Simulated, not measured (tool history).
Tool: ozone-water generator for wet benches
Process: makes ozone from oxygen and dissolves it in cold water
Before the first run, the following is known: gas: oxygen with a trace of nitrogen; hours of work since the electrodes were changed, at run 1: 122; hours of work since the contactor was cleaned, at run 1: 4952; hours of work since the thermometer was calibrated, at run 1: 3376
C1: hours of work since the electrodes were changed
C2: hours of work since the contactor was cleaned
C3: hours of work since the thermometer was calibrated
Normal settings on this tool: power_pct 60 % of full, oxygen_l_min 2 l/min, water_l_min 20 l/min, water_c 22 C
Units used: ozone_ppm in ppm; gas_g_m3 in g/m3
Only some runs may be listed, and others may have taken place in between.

run 1 hour=0 | power_pct=60 oxygen_l_min=2 water_l_min=20 water_c=22 | C1=122 C2=4952 C3=3376 | ozone_ppm=6.1 gas_g_m3=131.7
run 2 hour=59.6 | power_pct=60 oxygen_l_min=2 water_l_min=20 water_c=22 | C1=167 C2=4997 C3=3421 | ozone_ppm=6 gas_g_m3=132.9
run 3 hour=94.1 | power_pct=71 oxygen_l_min=2 water_l_min=20 water_c=22 | C1=194 C2=5023 C3=3447 | ozone_ppm=6.9 gas_g_m3=147.1
run 4 hour=121 | power_pct=71 oxygen_l_min=2 water_l_min=20 water_c=22 | C1=214 C2=5044 C3=3468 | ozone_ppm=6.9 gas_g_m3=148.8
run 5 hour=147.3 | power_pct=71 oxygen_l_min=2 water_l_min=20 water_c=22 | C1=234 C2=5064 C3=3488 | ozone_ppm=7 gas_g_m3=148
run 6 hour=206.6 | power_pct=60 oxygen_l_min=2 water_l_min=20 water_c=22 | C1=279 C2=5109 C3=3533 | ozone_ppm=6 gas_g_m3=131
run 7 hour=254.2 | power_pct=60 oxygen_l_min=2 water_l_min=20 water_c=22 | C1=316 C2=5145 C3=3569 | ozone_ppm=6.2 gas_g_m3=131.2
run 8 hour=308.9 | power_pct=60 oxygen_l_min=2 water_l_min=20 water_c=22 | C1=357 C2=5187 C3=3611 | ozone_ppm=6 gas_g_m3=131.7
run 9 hour=344.9 | power_pct=60 oxygen_l_min=2 water_l_min=20 water_c=22 | C1=385 C2=5215 C3=3638 | ozone_ppm=6.2 gas_g_m3=131.5
run 10 hour=377 | power_pct=60 oxygen_l_min=2 water_l_min=20 water_c=18 | C1=409 C2=5239 C3=3663 | ozone_ppm=6.2 gas_g_m3=131.5
run 11 hour=416.8 | power_pct=60 oxygen_l_min=2 water_l_min=20 water_c=18 | C1=439 C2=5269 C3=3693 | ozone_ppm=6.2 gas_g_m3=132.4
run 12 hour=457.3 | power_pct=60 oxygen_l_min=2 water_l_min=14 water_c=22 | C1=470 C2=5300 C3=3724 | ozone_ppm=9.1 gas_g_m3=131.3
run 13 hour=514.2 | power_pct=78 oxygen_l_min=2 water_l_min=14 water_c=22 | C1=514 C2=5344 C3=3767 | ozone_ppm=10.7 gas_g_m3=158.2
run 14 hour=541.8 | power_pct=78 oxygen_l_min=2 water_l_min=14 water_c=22 | C1=535 C2=5365 C3=3788 | ozone_ppm=11 gas_g_m3=157.8
run 15 hour=597.5 | power_pct=78 oxygen_l_min=2 water_l_min=14 water_c=22 | C1=577 C2=5407 C3=3831 | ozone_ppm=10.6 gas_g_m3=157.8
run 16 hour=649.6 | power_pct=78 oxygen_l_min=2 water_l_min=14 water_c=22 | C1=617 C2=5447 C3=3871 | ozone_ppm=11.1 gas_g_m3=158.7
run 17 hour=697.4 | power_pct=78 oxygen_l_min=2 water_l_min=14 water_c=22 | C1=653 C2=5483 C3=3907 | ozone_ppm=10.9 gas_g_m3=157.4
run 18 hour=722.4 | power_pct=56 oxygen_l_min=2 water_l_min=20 water_c=28 | C1=672 C2=5502 C3=3926 | ozone_ppm=5.4 gas_g_m3=125.2

Run 19 comes next. What will it give?
run 19 hour=763.1 | power_pct=56 oxygen_l_min=2 water_l_min=20 water_c=28 | C1=703 C2=5533 C3=3957 | ozone_ppm=? gas_g_m3=?

ozone_ppm: 5.4 ppm
gas_g_m3: 123.8 g/m3
With no hidden state in the tool, this same run would have given ozone_ppm 5.9 ppm, gas_g_m3 126.3 g/m3.

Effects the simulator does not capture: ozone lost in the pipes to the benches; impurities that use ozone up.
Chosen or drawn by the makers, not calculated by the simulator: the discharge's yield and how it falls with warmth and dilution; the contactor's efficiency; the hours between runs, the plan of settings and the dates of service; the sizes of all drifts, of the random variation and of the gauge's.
